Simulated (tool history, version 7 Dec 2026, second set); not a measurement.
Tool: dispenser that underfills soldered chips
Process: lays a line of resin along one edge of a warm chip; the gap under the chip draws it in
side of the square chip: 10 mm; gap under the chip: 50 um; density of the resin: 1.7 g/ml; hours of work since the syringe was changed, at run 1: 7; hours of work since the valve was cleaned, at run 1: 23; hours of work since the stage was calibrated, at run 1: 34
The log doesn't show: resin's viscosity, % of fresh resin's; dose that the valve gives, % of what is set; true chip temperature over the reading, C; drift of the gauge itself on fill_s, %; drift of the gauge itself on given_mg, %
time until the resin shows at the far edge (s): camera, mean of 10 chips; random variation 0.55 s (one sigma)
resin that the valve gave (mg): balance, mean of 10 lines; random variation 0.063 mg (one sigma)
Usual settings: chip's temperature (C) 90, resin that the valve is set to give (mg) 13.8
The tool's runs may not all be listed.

run  hour  chip's temperature (C)  resin that the valve is set to give (mg)  hours of work since the syringe was changed  hours of work since the valve was cleaned  hours of work since the stage was calibrated  time until the resin shows at the far edge (s)  resin that the valve gave (mg)
  1     0                      90                                      13.8                                            7                                         23                                            34                                            64.7                           13.66
      3.2  -- new syringe of resin
  2   3.2                      90                                      13.8                                            0                                         25                                            36                                            45.9                           13.62
  3   5.8                      90                                      13.8                                            2                                         27                                            38                                            49.2                           13.82
  4   8.5                      90                                      13.8                                            4                                         29                                            39                                            55.1                           13.62
  5  12.6                      90                                      13.8                                            6                                         32                                            42                                              62                           13.77
     16.4  -- new syringe of resin
  6  17.5                      90                                      14.4                                            1                                         35                                            45                                            47.5                           14.23
  7  21.9                      90                                      14.4                                            4                                         37                                            48                                            55.6                           14.21
  8  25.4                      90                                      13.8                                            6                                         40                                            50                                            61.6                           13.66
  9  28.4                      90                                      13.8                                            8                                         42                                            52                                            67.5                           13.65
     29.9  -- new syringe of resin
 10  30.8                      90                                      13.8                                            1                                         43                                            54                                            47.8                           13.58
 11  35.3                      90                                      13.8                                            4                                         46                                            56                                            54.2                           13.47

Run 12 comes next. What will it give?
 12  37.7                      78                                      11.8                                            5                                         47                                            58                                               ?                               ?

Run 12 gave time until the resin shows at the far edge (s) 101, resin that the valve gave (mg) 11.71.
Without the tool's hidden state the same run would have given time until the resin shows at the far edge (s) 78, resin that the valve gave (mg) 11.9.
